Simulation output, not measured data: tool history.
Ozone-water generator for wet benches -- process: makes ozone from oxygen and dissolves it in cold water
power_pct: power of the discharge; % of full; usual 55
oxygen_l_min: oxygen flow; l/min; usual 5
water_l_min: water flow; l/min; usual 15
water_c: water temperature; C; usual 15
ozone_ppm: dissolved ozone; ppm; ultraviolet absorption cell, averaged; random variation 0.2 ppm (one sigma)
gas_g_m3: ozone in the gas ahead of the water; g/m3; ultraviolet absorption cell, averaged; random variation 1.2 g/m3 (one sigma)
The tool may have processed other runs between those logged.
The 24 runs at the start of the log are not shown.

| run | day | power_pct | oxygen_l_min | water_l_min | water_c | hours of work since the electrodes were changed | hours of work since the contactor was cleaned | hours of work since the thermometer was calibrated | ozone_ppm | gas_g_m3 |
|---|---|---|---|---|---|---|---|---|---|---|
| 25 | 132.788 | 55 | 3.07 | 15 | 15 | 5256 | 2147 | 833 | 25 | 244.2 |
| 26 | 139.375 | 55 | 5 | 15 | 12 | 5386 | 2277 | 963 | 27.8 | 199 |
| 27 | 143.258 | 55 | 6.57 | 18 | 22 | 5463 | 2354 | 1040 | 21.7 | 174 |
| 28 | 147.079 | 55 | 6.57 | 18 | 22 | 5538 | 2429 | 1115 | 21.7 | 174.3 |
| 29 | 151.792 | 55 | 3.32 | 21 | 22 | 5631 | 2522 | 1208 | 18 | 235.4 |
| 30 | 156.154 | 90 | 5 | 10 | 15 | 5717 | 2608 | 1294 | 46.4 | 269.9 |
| 31 | 162.583 | 90 | 5 | 10 | 15 | 5844 | 2735 | 1421 | 46.3 | 270 |
| 32 | 166.854 | 46 | 5 | 10 | 11 | 5928 | 2820 | 1505 | 32.3 | 177.4 |

3 ways to go on from here, each from the tool as it stands after run 32. What would each give?
| A | 173.738 | 72 | 5.23 | 20 | 15 | 6064 | 2955 | 1641 | ? | ? |
| B | 173.738 | 55 | 7.56 | 10 | 15 | 6064 | 2955 | 1641 | ? | ? |
| C | 173.738 | 55 | 5 | 15 | 13 | 6064 | 2955 | 1641 | ? | ? |

| run | ozone_ppm | gas_g_m3 |
|---|---|---|
| A | 26.1 | 229.5 |
| B | 32.8 | 164.9 |
| C | 27.3 | 195.6 |
Take away the tool's hidden state, keep each run's random variation, and the runs would have read:
| run | ozone_ppm | gas_g_m3 |
|---|---|---|
| A | 29.2 | 248.8 |
| B | 35.9 | 176.2 |
| C | 30 | 209.1 |
